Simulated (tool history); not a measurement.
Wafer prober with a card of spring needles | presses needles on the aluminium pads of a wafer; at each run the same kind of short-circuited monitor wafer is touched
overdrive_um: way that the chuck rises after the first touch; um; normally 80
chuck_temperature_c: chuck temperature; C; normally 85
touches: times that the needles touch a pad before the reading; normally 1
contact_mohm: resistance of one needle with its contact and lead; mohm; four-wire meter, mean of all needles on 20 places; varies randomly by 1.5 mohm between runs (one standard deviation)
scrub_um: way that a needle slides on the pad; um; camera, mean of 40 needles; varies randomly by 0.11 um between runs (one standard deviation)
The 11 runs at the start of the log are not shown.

-- hour=153.1 tips cleaned on abrasive film
run 12 hour=155.5 | overdrive_um=87 chuck_temperature_c=85 touches=2 | contact_mohm=160 scrub_um=10.68
-- hour=164.2 tips cleaned on abrasive film
run 13 hour=168.3 | overdrive_um=80 chuck_temperature_c=85 touches=1 | contact_mohm=177 scrub_um=9.95
-- hour=174.6 tips cleaned on abrasive film
run 14 hour=181.2 | overdrive_um=63 chuck_temperature_c=85 touches=1 | contact_mohm=212 scrub_um=7.85
-- hour=185.9 tips cleaned on abrasive film
run 15 hour=193.1 | overdrive_um=87 chuck_temperature_c=85 touches=1 | contact_mohm=187 scrub_um=11.07
-- hour=197.1 tips cleaned on abrasive film
-- hour=208.5 tips cleaned on abrasive film
run 16 hour=211.8 | overdrive_um=80 chuck_temperature_c=37 touches=1 | contact_mohm=165 scrub_um=9.81
-- hour=219.9 tips cleaned on abrasive film
run 17 hour=228.9 | overdrive_um=63 chuck_temperature_c=31 touches=3 | contact_mohm=177 scrub_um=7.79
-- hour=231.4 tips cleaned on abrasive film
-- hour=242.0 tips cleaned on abrasive film
run 18 hour=246.8 | overdrive_um=63 chuck_temperature_c=31 touches=3 | contact_mohm=165 scrub_um=7.61
-- hour=253.4 tips cleaned on abrasive film
-- hour=265.1 tips cleaned on abrasive film
run 19 hour=265.4 | overdrive_um=92 chuck_temperature_c=41 touches=3 | contact_mohm=142 scrub_um=11.48
-- hour=276.7 tips cleaned on abrasive film
run 20 hour=286.3 | overdrive_um=74 chuck_temperature_c=87 touches=2 | contact_mohm=185 scrub_um=9.04
-- hour=288.3 tips cleaned on abrasive film
-- hour=298.6 tips cleaned on abrasive film
run 21 hour=305.7 | overdrive_um=74 chuck_temperature_c=87 touches=2 | contact_mohm=182 scrub_um=8.97
-- hour=309.6 tips cleaned on abrasive film
-- hour=320.0 tips cleaned on abrasive film
run 22 hour=320.6 | overdrive_um=87 chuck_temperature_c=108 touches=1 | contact_mohm=161 scrub_um=10.70
-- hour=327.1 height of the first contact set anew
-- hour=332.1 tips cleaned on abrasive film
run 23 hour=332.9 | overdrive_um=90 chuck_temperature_c=29 touches=1 | contact_mohm=144 scrub_um=11.57
-- hour=342.4 tips cleaned on abrasive film
run 24 hour=343.5 | overdrive_um=92 chuck_temperature_c=72 touches=1 | contact_mohm=154 scrub_um=11.90
-- hour=352.8 tips cleaned on abrasive film
-- hour=363.7 tips cleaned on abrasive film
run 25 hour=363.8 | overdrive_um=92 chuck_temperature_c=72 touches=1 | contact_mohm=147 scrub_um=11.91
-- hour=374.6 tips cleaned on abrasive film
run 26 hour=384.6 | overdrive_um=80 chuck_temperature_c=61 touches=2 | contact_mohm=176 scrub_um=10.40
-- hour=386.3 tips cleaned on abrasive film
-- hour=396.6 tips cleaned on abrasive film
run 27 hour=403.5 | overdrive_um=80 chuck_temperature_c=32 touches=2 | contact_mohm=165 scrub_um=10.27
-- hour=407.4 tips cleaned on abrasive film
-- hour=418.5 tips cleaned on abrasive film
run 28 hour=421.8 | overdrive_um=69 chuck_temperature_c=50 touches=3 | contact_mohm=158 scrub_um=8.85
-- hour=429.2 tips cleaned on abrasive film
-- hour=440.0 tips cleaned on abrasive film
run 29 hour=442.8 | overdrive_um=72 chuck_temperature_c=85 touches=1 | contact_mohm=180 scrub_um=9.32
-- hour=450.8 tips cleaned on abrasive film
run 30 hour=460.8 | overdrive_um=80 chuck_temperature_c=62 touches=2 | contact_mohm=176 scrub_um=10.02
-- hour=462.6 tips cleaned on abrasive film
run 31 hour=470.2 | overdrive_um=70 chuck_temperature_c=85 touches=2 | contact_mohm=186 scrub_um=9.04

What if the next run were any one of these 5? Each begins from the tool's condition after run 31:
-- hour=473.8 tips cleaned on abrasive film
run A hour=480.1 | overdrive_um=66 chuck_temperature_c=28 touches=3 | contact_mohm=? scrub_um=?
-- hour=473.8 tips cleaned on abrasive film
run B hour=480.1 | overdrive_um=70 chuck_temperature_c=38 touches=2 | contact_mohm=? scrub_um=?
-- hour=473.8 tips cleaned on abrasive film
run C hour=480.1 | overdrive_um=70 chuck_temperature_c=85 touches=2 | contact_mohm=? scrub_um=?
-- hour=473.8 tips cleaned on abrasive film
run D hour=480.1 | overdrive_um=86 chuck_temperature_c=88 touches=2 | contact_mohm=? scrub_um=?
-- hour=473.8 tips cleaned on abrasive film
run E hour=480.1 | overdrive_um=74 chuck_temperature_c=114 touches=3 | contact_mohm=? scrub_um=?

run=A contact_mohm=166 scrub_um=8.23
run=B contact_mohm=176 scrub_um=8.78
run=C contact_mohm=183 scrub_um=8.83
run=D contact_mohm=171 scrub_um=11.04
run=E contact_mohm=170 scrub_um=9.38
Had the tool no hidden state, the same runs would have come out as:
run=A contact_mohm=140 scrub_um=8.43
run=B contact_mohm=140 scrub_um=8.97
run=C contact_mohm=149 scrub_um=9.02
run=D contact_mohm=146 scrub_um=11.24
run=E contact_mohm=151 scrub_um=9.57
